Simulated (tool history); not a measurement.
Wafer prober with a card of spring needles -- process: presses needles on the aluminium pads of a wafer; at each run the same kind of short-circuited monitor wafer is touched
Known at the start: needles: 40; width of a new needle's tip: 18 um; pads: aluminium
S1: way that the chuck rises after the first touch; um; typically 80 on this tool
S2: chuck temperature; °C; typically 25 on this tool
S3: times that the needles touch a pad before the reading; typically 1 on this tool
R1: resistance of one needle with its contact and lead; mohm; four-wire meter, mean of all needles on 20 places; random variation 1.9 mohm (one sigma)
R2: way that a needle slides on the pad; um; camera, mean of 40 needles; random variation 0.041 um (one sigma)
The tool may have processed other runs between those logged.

Run 1, day 0.000: usual settings. Result: R1 200 mohm, R2 13.85 um.
Run 2, day 0.733: usual settings but S1 62 um. Result: R1 203 mohm, R2 10.74 um.
Run 3, day 1.329: usual settings but S1 62 um. Result: R1 204 mohm, R2 10.70 um.
Run 4, day 1.775: usual settings but S2 84 °C. Result: R1 215 mohm, R2 13.88 um.
Run 5, day 2.512: usual settings but S2 84 °C. Result: R1 214 mohm, R2 13.71 um.
Run 6, day 3.242: usual settings but S2 84 °C. Result: R1 213 mohm, R2 13.76 um.
Run 7, day 3.871: usual settings but S1 68 um. Result: R1 200 mohm, R2 11.74 um.
Run 8, day 4.525: usual settings but S1 68 um. Result: R1 202 mohm, R2 11.64 um.
Run 9, day 5.133: usual settings but S1 68 um, S2 61 °C. Result: R1 211 mohm, R2 11.68 um.
Run 10, day 5.529: usual settings. Result: R1 203 mohm, R2 13.79 um.
Run 11, day 6.112: usual settings. Result: R1 203 mohm, R2 13.67 um.
Run 12, day 6.792: usual settings. Result: R1 198 mohm, R2 13.73 um.
Run 13, day 7.317: usual settings. Result: R1 200 mohm, R2 13.59 um.
Run 14, day 7.729: usual settings but S3 2. Result: R1 200 mohm, R2 13.72 um.
Run 15, day 8.288: usual settings but S3 2. Result: R1 201 mohm, R2 13.61 um.
Run 16, day 8.688: usual settings. Result: R1 201 mohm, R2 13.58 um.
Run 17, day 9.108: usual settings but S2 43 °C. Result: R1 204 mohm, R2 13.70 um.
Run 18, day 9.588: usual settings but S2 47 °C. Result: R1 208 mohm, R2 13.58 um.
Run 19, day 10.179: usual settings but S1 83 um, S2 77 °C, S3 2. Result: R1 212 mohm, R2 14.42 um.
Run 20, day 10.712: usual settings but S1 100 um, S2 39 °C, S3 3. Result: R1 200 mohm, R2 17.38 um.
Run 21, day 11.033: usual settings but S1 78 um, S3 2. Result: R1 199 mohm, R2 13.48 um.
Run 22, day 11.554: usual settings but S1 78 um, S3 2. Result: R1 199 mohm, R2 13.48 um.
Run 23, day 12.304: usual settings but S1 94 um, S2 52 °C, S3 3. Result: R1 206 mohm, R2 16.21 um.
Run 24, day 12.758: usual settings but S1 94 um, S2 52 °C, S3 3. Result: R1 207 mohm, R2 16.16 um.
Run 25, day 13.308: usual settings but S1 94 um, S2 52 °C, S3 3. Result: R1 205 mohm, R2 16.18 um.
Run 26, day 13.883: usual settings but S1 91 um, S2 26 °C, S3 3. Result: R1 196 mohm, R2 15.65 um.
Run 27, day 14.512: usual settings but S1 67 um, S2 26 °C, S3 3. Result: R1 206 mohm, R2 11.53 um.
Run 28, day 14.888: usual settings but S1 67 um, S2 26 °C, S3 3. Result: R1 203 mohm, R2 11.49 um.
Run 29, day 15.571: usual settings but S1 67 um, S2 26 °C, S3 3. Result: R1 203 mohm, R2 11.45 um.
Run 30, day 16.104: usual settings but S1 72 um, S2 99 °C, S3 3. Result: R1 220 mohm, R2 12.41 um.
Run 31, day 16.883: usual settings but S1 61 um, S2 104 °C. Result: R1 225 mohm, R2 10.40 um.
Run 32, day 17.458: usual settings but S1 61 um, S2 53 °C. Result: R1 212 mohm, R2 10.41 um.

Put back what was entered between runs (24 entries, withheld): which listed runs does each sit between, and how does the hidden state differ from the listed run before to the listed run after?
In the gap between runs 1 and 2: tips cleaned on abrasive film (day 0.650)
  debris on the tips, nm: 0.7 -> 0.6; drift of the gauge itself on scrub_um, %: 0 -> -0.13
  difference, measured minus the result without the unlogged condition, R2: +0.00 -> -0.02 um
In the gap between runs 3 and 4: tips cleaned on abrasive film (day 1.425)
  debris on the tips, nm: 1.7 -> 1.3; drift of the gauge itself on scrub_um, %: -0.24 -> -0.31
  difference, measured minus the result without the unlogged condition, R2: -0.03 -> -0.04 um
In the gap between runs 4 and 5: tips cleaned on abrasive film (day 2.192)
  drift of the gauge itself on scrub_um, %: -0.31 -> -0.45
  difference, measured minus the result without the unlogged condition, R2: -0.04 -> -0.06 um
In the gap between runs 5 and 6: tips cleaned on abrasive film (day 2.971)
  debris on the tips, nm: 1.3 -> 1.2; drift of the gauge itself on scrub_um, %: -0.45 -> -0.57
  difference, measured minus the result without the unlogged condition, R2: -0.06 -> -0.08 um
In the gap between runs 6 and 7: tips cleaned on abrasive film (day 3.762)
  debris on the tips, nm: 1.2 -> 0.6; drift of the gauge itself on scrub_um, %: -0.57 -> -0.69
  difference, measured minus the result without the unlogged condition, R2: -0.08 -> -0.08 um
In the gap between runs 7 and 8: tips cleaned on abrasive film (day 4.525)
  debris on the tips, nm: 0.6 -> 0.1; drift of the gauge itself on scrub_um, %: -0.69 -> -0.8
  difference, measured minus the result without the unlogged condition, R2: -0.08 -> -0.10 um
In the gap between runs 9 and 10: tips cleaned on abrasive film (day 5.300)
  debris on the tips, nm: 1.7 -> 1.1; drift of the gauge itself on scrub_um, %: -0.91 -> -0.98
  difference, measured minus the result without the unlogged condition, R2: -0.11 -> -0.13 um
In the gap between runs 10 and 11: tips cleaned on abrasive film (day 6.067)
  debris on the tips, nm: 1.1 -> 0.4; tips' diameter, um: 18 -> 18.01; drift of the gauge itself on scrub_um, %: -0.98 -> -1.08
  difference, measured minus the result without the unlogged condition, R2: -0.13 -> -0.15 um
In the gap between runs 12 and 13: tips cleaned on abrasive film (day 6.858); height of the first contact set anew (day 7.246)
  debris on the tips, nm: 1.7 -> 1.5; way that the needles fall short of the set height, um: 0.01 -> 0; drift of the gauge itself on scrub_um, %: -1.2 -> -1.3
  difference, measured minus the result without the unlogged condition, R2: -0.17 -> -0.18 um
In the gap between runs 13 and 14: tips cleaned on abrasive film (day 7.683)
  debris on the tips, nm: 1.5 -> 0.4; drift of the gauge itself on scrub_um, %: -1.3 -> -1.37
  difference, measured minus the result without the unlogged condition, R2: -0.18 -> -0.19 um
In the gap between runs 15 and 16: tips cleaned on abrasive film (day 8.479)
  debris on the tips, nm: 1.7 -> 1; drift of the gauge itself on scrub_um, %: -1.47 -> -1.54
  difference, measured minus the result without the unlogged condition, R2: -0.21 -> -0.22 um
In the gap between runs 17 and 18: tips cleaned on abrasive film (day 9.242)
  debris on the tips, nm: 1.7 -> 1.3; drift of the gauge itself on scrub_um, %: -1.61 -> -1.7
  difference, measured minus the result without the unlogged condition, R2: -0.22 -> -0.24 um
In the gap between runs 18 and 19: gauge calibrated (day 9.996); tips cleaned on abrasive film (day 10.000)
  debris on the tips, nm: 1.3 -> 0.9; drift of the gauge itself on scrub_um, %: -1.7 -> -0.03
  difference, measured minus the result without the unlogged condition, R2: -0.24 -> +0.00 um
In the gap between runs 20 and 21: tips cleaned on abrasive film (day 10.804)
  debris on the tips, nm: 1.7 -> 1.1; drift of the gauge itself on scrub_um, %: -0.13 -> -0.18
  difference, measured minus the result without the unlogged condition, R2: -0.03 -> -0.02 um
In the gap between runs 22 and 23: tips cleaned on abrasive film (day 11.600)
  debris on the tips, nm: 1.8 -> 1.7; drift of the gauge itself on scrub_um, %: -0.28 -> -0.41
  difference, measured minus the result without the unlogged condition, R2: -0.04 -> -0.07 um
In the gap between runs 23 and 24: tips cleaned on abrasive film (day 12.371)
  debris on the tips, nm: 1.7 -> 1.4; way that the needles fall short of the set height, um: 0 -> 0.01; drift of the gauge itself on scrub_um, %: -0.41 -> -0.49
  difference, measured minus the result without the unlogged condition, R2: -0.07 -> -0.08 um
In the gap between runs 24 and 25: tips cleaned on abrasive film (day 13.138)
  debris on the tips, nm: 1.4 -> 1; drift of the gauge itself on scrub_um, %: -0.49 -> -0.59
  difference, measured minus the result without the unlogged condition, R2: -0.08 -> -0.10 um
In the gap between runs 26 and 27: tips cleaned on abrasive film (day 13.921)
  debris on the tips, nm: 1.8 -> 1.7; drift of the gauge itself on scrub_um, %: -0.69 -> -0.8
  difference, measured minus the result without the unlogged condition, R2: -0.11 -> -0.09 um
In the gap between runs 27 and 28: tips cleaned on abrasive film (day 14.717)
  debris on the tips, nm: 1.7 -> 0.9; drift of the gauge itself on scrub_um, %: -0.8 -> -0.87
  difference, measured minus the result without the unlogged condition, R2: -0.09 -> -0.10 um
In the gap between runs 28 and 29: tips cleaned on abrasive film (day 15.538)
  debris on the tips, nm: 0.9 -> 0.4; drift of the gauge itself on scrub_um, %: -0.87 -> -0.99
  difference, measured minus the result without the unlogged condition, R2: -0.10 -> -0.11 um
In the gap between runs 30 and 31: tips cleaned on abrasive film (day 16.342)
  debris on the tips, nm: 1.7 -> 1.6; drift of the gauge itself on scrub_um, %: -1.08 -> -1.22
  difference, measured minus the result without the unlogged condition, R2: -0.14 -> -0.13 um
In the gap between runs 31 and 32: tips cleaned on abrasive film (day 17.121)
  debris on the tips, nm: 1.6 -> 1.3; drift of the gauge itself on scrub_um, %: -1.22 -> -1.32
  difference, measured minus the result without the unlogged condition, R2: -0.13 -> -0.14 um
